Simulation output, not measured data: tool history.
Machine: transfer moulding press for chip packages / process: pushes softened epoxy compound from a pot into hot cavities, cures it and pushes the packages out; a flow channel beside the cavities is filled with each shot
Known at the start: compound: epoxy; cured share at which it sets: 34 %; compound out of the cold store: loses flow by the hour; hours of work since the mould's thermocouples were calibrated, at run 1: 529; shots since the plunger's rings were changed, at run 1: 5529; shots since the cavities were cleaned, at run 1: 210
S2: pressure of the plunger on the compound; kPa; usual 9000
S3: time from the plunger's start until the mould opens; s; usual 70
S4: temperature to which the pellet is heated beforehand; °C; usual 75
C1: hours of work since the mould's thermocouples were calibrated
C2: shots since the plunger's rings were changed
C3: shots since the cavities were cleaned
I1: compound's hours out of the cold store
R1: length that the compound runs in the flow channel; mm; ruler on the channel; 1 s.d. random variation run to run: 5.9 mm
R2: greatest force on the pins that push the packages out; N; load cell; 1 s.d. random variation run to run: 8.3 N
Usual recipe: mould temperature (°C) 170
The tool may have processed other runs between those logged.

{"run": 1, "hour": 0.0, "mould temperature (°C)": 170, "S2": 9000, "S3": 70, "S4": 75, "C1": 529, "C2": 5529, "C3": 210, "I1": 38.7, "R1": 589, "R2": 516}
{"hour": 8.7, "done": "plunger's sealing rings changed"}
{"hour": 45.0, "done": "cavities cleaned with cleaning compound and waxed"}
{"run": 2, "hour": 45.0, "mould temperature (°C)": 170, "S2": 9000, "S3": 70, "S4": 75, "C1": 556, "C2": 605, "C3": 0, "I1": 12.5, "R1": 676, "R2": 448}
{"run": 3, "hour": 64.9, "mould temperature (°C)": 170, "S2": 9000, "S3": 70, "S4": 75, "C1": 569, "C2": 951, "C3": 346, "I1": 25, "R1": 634, "R2": 589}
{"hour": 98.2, "done": "cavities cleaned with cleaning compound and waxed"}
{"run": 4, "hour": 112.4, "mould temperature (°C)": 170, "S2": 9000, "S3": 70, "S4": 75, "C1": 600, "C2": 1751, "C3": 248, "I1": 8.8, "R1": 669, "R2": 568}
{"hour": 153.7, "done": "cavities cleaned with cleaning compound and waxed"}
{"run": 5, "hour": 157.8, "mould temperature (°C)": 170, "S2": 9000, "S3": 70, "S4": 75, "C1": 629, "C2": 2514, "C3": 72, "I1": 32.9, "R1": 629, "R2": 470}
{"run": 6, "hour": 195.2, "mould temperature (°C)": 170, "S2": 9000, "S3": 70, "S4": 75, "C1": 653, "C2": 3165, "C3": 723, "I1": 25.6, "R1": 633, "R2": 653}
{"hour": 206.3, "done": "cavities cleaned with cleaning compound and waxed"}
{"run": 7, "hour": 242.1, "mould temperature (°C)": 170, "S2": 9000, "S3": 70, "S4": 75, "C1": 683, "C2": 3953, "C3": 622, "I1": 17.4, "R1": 628, "R2": 677}
{"hour": 259.2, "done": "cavities cleaned with cleaning compound and waxed"}
{"run": 8, "hour": 267.0, "mould temperature (°C)": 170, "S2": 9000, "S3": 70, "S4": 75, "C1": 699, "C2": 4361, "C3": 136, "I1": 24.3, "R1": 614, "R2": 516}
{"hour": 314.9, "done": "cavities cleaned with cleaning compound and waxed"}
{"run": 9, "hour": 315.4, "mould temperature (°C)": 170, "S2": 9000, "S3": 70, "S4": 75, "C1": 730, "C2": 5175, "C3": 8, "I1": 15.2, "R1": 630, "R2": 464}
{"hour": 345.3, "done": "plunger's sealing rings changed"}
{"run": 10, "hour": 355.2, "mould temperature (°C)": 170, "S2": 9000, "S3": 70, "S4": 75, "C1": 754, "C2": 172, "C3": 657, "I1": 34.6, "R1": 642, "R2": 655}
{"hour": 371.9, "done": "cavities cleaned with cleaning compound and waxed"}
{"hour": 378.7, "done": "mould's thermocouples calibrated"}
{"run": 11, "hour": 378.7, "mould temperature (°C)": 170, "S2": 6810, "S3": 70, "S4": 75, "C1": 0, "C2": 519, "C3": 83, "I1": 9.5, "R1": 610, "R2": 584}
{"run": 12, "hour": 414.0, "mould temperature (°C)": 170, "S2": 9000, "S3": 70, "S4": 76, "C1": 23, "C2": 1133, "C3": 697, "I1": 14, "R1": 671, "R2": 786}
{"hour": 429.5, "done": "cavities cleaned with cleaning compound and waxed"}
{"run": 13, "hour": 438.6, "mould temperature (°C)": 170, "S2": 9000, "S3": 70, "S4": 76, "C1": 39, "C2": 1536, "C3": 159, "I1": 11.5, "R1": 663, "R2": 586}
{"run": 14, "hour": 464.5, "mould temperature (°C)": 170, "S2": 9000, "S3": 70, "S4": 76, "C1": 56, "C2": 1985, "C3": 608, "I1": 18.3, "R1": 651, "R2": 752}
{"hour": 482.8, "done": "cavities cleaned with cleaning compound and waxed"}
{"run": 15, "hour": 498.3, "mould temperature (°C)": 170, "S2": 9000, "S3": 70, "S4": 76, "C1": 77, "C2": 2547, "C3": 270, "I1": 23.7, "R1": 632, "R2": 632}
{"hour": 538.0, "done": "cavities cleaned with cleaning compound and waxed"}
{"run": 16, "hour": 542.5, "mould temperature (°C)": 172, "S2": 10410, "S3": 106, "S4": 77, "C1": 105, "C2": 3290, "C3": 79, "I1": 12.8, "R1": 686, "R2": 228}
{"hour": 591.0, "done": "cavities cleaned with cleaning compound and waxed"}
{"run": 17, "hour": 591.0, "mould temperature (°C)": 172, "S2": 10410, "S3": 106, "S4": 77, "C1": 136, "C2": 4106, "C3": 0, "I1": 15.8, "R1": 686, "R2": 209}
{"run": 18, "hour": 610.9, "mould temperature (°C)": 164, "S2": 8080, "S3": 67, "S4": 72, "C1": 149, "C2": 4453, "C3": 347, "I1": 11.7, "R1": 622, "R2": 1130}
{"hour": 623.3, "done": "mould's thermocouples calibrated, once more"}
{"run": 19, "hour": 632.7, "mould temperature (°C)": 164, "S2": 8080, "S3": 67, "S4": 72, "C1": 6, "C2": 4796, "C3": 690, "I1": 30.5, "R1": 576, "R2": 982}
{"hour": 647.7, "done": "cavities cleaned with cleaning compound and waxed"}
{"run": 20, "hour": 655.9, "mould temperature (°C)": 173, "S2": 6810, "S3": 102, "S4": 81, "C1": 21, "C2": 5174, "C3": 143, "I1": 19.3, "R1": 530, "R2": 227}
{"hour": 685.2, "done": "plunger's sealing rings changed"}
{"hour": 705.1, "done": "cavities cleaned with cleaning compound and waxed"}
{"run": 21, "hour": 705.1, "mould temperature (°C)": 169, "S2": 9000, "S3": 70, "S4": 75, "C1": 50, "C2": 320, "C3": 1, "I1": 8.3, "R1": 698, "R2": 438}
{"run": 22, "hour": 737.3, "mould temperature (°C)": 169, "S2": 9000, "S3": 70, "S4": 75, "C1": 72, "C2": 879, "C3": 560, "I1": 26.6, "R1": 648, "R2": 634}
{"hour": 760.0, "done": "cavities cleaned with cleaning compound and waxed"}
{"run": 23, "hour": 769.6, "mould temperature (°C)": 169, "S2": 9000, "S3": 70, "S4": 75, "C1": 92, "C2": 1415, "C3": 168, "I1": 38.7, "R1": 619, "R2": 479}
{"run": 24, "hour": 797.9, "mould temperature (°C)": 171, "S2": 10240, "S3": 80, "S4": 83, "C1": 111, "C2": 1907, "C3": 660, "I1": 41.4, "R1": 656, "R2": 373}
{"hour": 813.6, "done": "cavities cleaned with cleaning compound and waxed"}
{"run": 25, "hour": 839.5, "mould temperature (°C)": 171, "S2": 10240, "S3": 80, "S4": 83, "C1": 137, "C2": 2604, "C3": 450, "I1": 42.8, "R1": 641, "R2": 344}
{"hour": 869.5, "done": "cavities cleaned with cleaning compound and waxed"}
{"run": 26, "hour": 882.2, "mould temperature (°C)": 169, "S2": 9000, "S3": 70, "S4": 70, "C1": 164, "C2": 3320, "C3": 220, "I1": 14.6, "R1": 649, "R2": 558}
{"run": 27, "hour": 911.6, "mould temperature (°C)": 169, "S2": 9000, "S3": 70, "S4": 70, "C1": 184, "C2": 3831, "C3": 731, "I1": 40, "R1": 601, "R2": 664}

Hidden state at the last listed run before each entry between runs and at the first one after, where it differs:
Run 1 -> run 2: plunger's sealing rings changed (hour 8.7); cavities cleaned with cleaning compound and waxed (hour 45)
  true mould temperature over the reading, C: -1.37 -> -1.44; pressure that reaches the compound, % of what is set: 85.38 -> 98.02; grip of the stained cavities, % over clean ones': 27.1 -> 0.4
  measured minus no-state result, R1: -46 -> -4 mm; R2: +150 -> +51 N
Run 3 -> run 4: cavities cleaned with cleaning compound and waxed (hour 98.2)
  true mould temperature over the reading, C: -1.47 -> -1.55; pressure that reaches the compound, % of what is set: 97.05 -> 95.15; grip of the stained cavities, % over clean ones': 38.8 -> 28.8
  measured minus no-state result, R1: -7 -> -14 mm; R2: +213 -> +177 N
Run 4 -> run 5: cavities cleaned with cleaning compound and waxed (hour 153.7)
  true mould temperature over the reading, C: -1.55 -> -1.62; pressure that reaches the compound, % of what is set: 95.15 -> 93.28; grip of the stained cavities, % over clean ones': 28.8 -> 12.6
  measured minus no-state result, R1: -14 -> -19 mm; R2: +177 -> +103 N
Run 6 -> run 7: cavities cleaned with cleaning compound and waxed (hour 206.3)
  true mould temperature over the reading, C: -1.68 -> -1.75; pressure that reaches the compound, % of what is set: 91.45 -> 89.22; grip of the stained cavities, % over clean ones': 59 -> 54
  measured minus no-state result, R1: -26 -> -34 mm; R2: +293 -> +296 N
Run 7 -> run 8: cavities cleaned with cleaning compound and waxed (hour 259.2)
  true mould temperature over the reading, C: -1.75 -> -1.79; pressure that reaches the compound, % of what is set: 89.22 -> 88.08; grip of the stained cavities, % over clean ones': 54 -> 19.5
  measured minus no-state result, R1: -34 -> -37 mm; R2: +296 -> +140 N
Run 8 -> run 9: cavities cleaned with cleaning compound and waxed (hour 314.9)
  true mould temperature over the reading, C: -1.79 -> -1.87; pressure that reaches the compound, % of what is set: 88.08 -> 85.87; grip of the stained cavities, % over clean ones': 19.5 -> 5.1
  measured minus no-state result, R1: -37 -> -45 mm; R2: +140 -> +85 N
Run 9 -> run 10: plunger's sealing rings changed (hour 345.3)
  true mould temperature over the reading, C: -1.87 -> -1.93; pressure that reaches the compound, % of what is set: 85.87 -> 99.33; grip of the stained cavities, % over clean ones': 5.1 -> 57.3
  measured minus no-state result, R1: -45 -> +1 mm; R2: +85 -> +299 N
Run 10 -> run 11: cavities cleaned with cleaning compound and waxed (hour 371.9); mould's thermocouples calibrated (hour 378.7)
  true mould temperature over the reading, C: -1.93 -> -3.02; pressure that reaches the compound, % of what is set: 99.33 -> 98.41; grip of the stained cavities, % over clean ones': 57.3 -> 15
  measured minus no-state result, R1: +1 -> +1 mm; R2: +299 -> +184 N
Run 12 -> run 13: cavities cleaned with cleaning compound and waxed (hour 429.5)
  true mould temperature over the reading, C: -3.08 -> -3.12; pressure that reaches the compound, % of what is set: 96.79 -> 95.69; grip of the stained cavities, % over clean ones': 60.2 -> 21.5
  measured minus no-state result, R1: -5 -> -8 mm; R2: +402 -> +208 N
Run 14 -> run 15: cavities cleaned with cleaning compound and waxed (hour 482.8)
  true mould temperature over the reading, C: -3.17 -> -3.21; pressure that reaches the compound, % of what is set: 94.46 -> 93.04; grip of the stained cavities, % over clean ones': 54.9 -> 31.9
  measured minus no-state result, R1: -13 -> -17 mm; R2: +374 -> +258 N
Run 15 -> run 16: cavities cleaned with cleaning compound and waxed (hour 538)
  true mould temperature over the reading, C: -3.21 -> -3.29; pressure that reaches the compound, % of what is set: 93.04 -> 91.02; grip of the stained cavities, % over clean ones': 31.9 -> 13.4
  measured minus no-state result, R1: -17 -> -27 mm; R2: +258 -> +35 N
Run 16 -> run 17: cavities cleaned with cleaning compound and waxed (hour 591)
  true mould temperature over the reading, C: -3.29 -> -3.37; pressure that reaches the compound, % of what is set: 91.02 -> 88.72; grip of the stained cavities, % over clean ones': 13.4 -> 3.3
  measured minus no-state result, R1: -27 -> -36 mm; R2: +35 -> +13 N
Run 18 -> run 19: mould's thermocouples calibrated, once more (hour 623.3)
  true mould temperature over the reading, C: -3.4 -> -0.04; pressure that reaches the compound, % of what is set: 87.82 -> 86.85; grip of the stained cavities, % over clean ones': 38.1 -> 57.2
  measured minus no-state result, R1: -35 -> -42 mm; R2: +444 -> +364 N
Run 19 -> run 20: cavities cleaned with cleaning compound and waxed (hour 647.7)
  true mould temperature over the reading, C: -0.04 -> -0.07; pressure that reaches the compound, % of what is set: 86.85 -> 85.77; grip of the stained cavities, % over clean ones': 57.2 -> 19.9
  measured minus no-state result, R1: -42 -> -42 mm; R2: +364 -> +38 N
Run 20 -> run 21: plunger's sealing rings changed (hour 685.2); cavities cleaned with cleaning compound and waxed (hour 705.1)
  true mould temperature over the reading, C: -0.07 -> -0.14; pressure that reaches the compound, % of what is set: 85.77 -> 99.16; grip of the stained cavities, % over clean ones': 19.9 -> 3.5
  measured minus no-state result, R1: -42 -> -3 mm; R2: +38 -> +20 N
Run 22 -> run 23: cavities cleaned with cleaning compound and waxed (hour 760)
  true mould temperature over the reading, C: -0.19 -> -0.24; pressure that reaches the compound, % of what is set: 97.65 -> 96.17; grip of the stained cavities, % over clean ones': 53.7 -> 22.7
  measured minus no-state result, R1: -8 -> -12 mm; R2: +227 -> +97 N
Run 24 -> run 25: cavities cleaned with cleaning compound and waxed (hour 813.6)
  true mould temperature over the reading, C: -0.29 -> -0.36; pressure that reaches the compound, % of what is set: 94.86 -> 93.09; grip of the stained cavities, % over clean ones': 57.9 -> 43.7
  measured minus no-state result, R1: -16 -> -23 mm; R2: +141 -> +110 N
Run 25 -> run 26: cavities cleaned with cleaning compound and waxed (hour 869.5)
  true mould temperature over the reading, C: -0.36 -> -0.43; pressure that reaches the compound, % of what is set: 93.09 -> 91.09; grip of the stained cavities, % over clean ones': 43.7 -> 26.7
  measured minus no-state result, R1: -23 -> -30 mm; R2: +110 -> +132 N
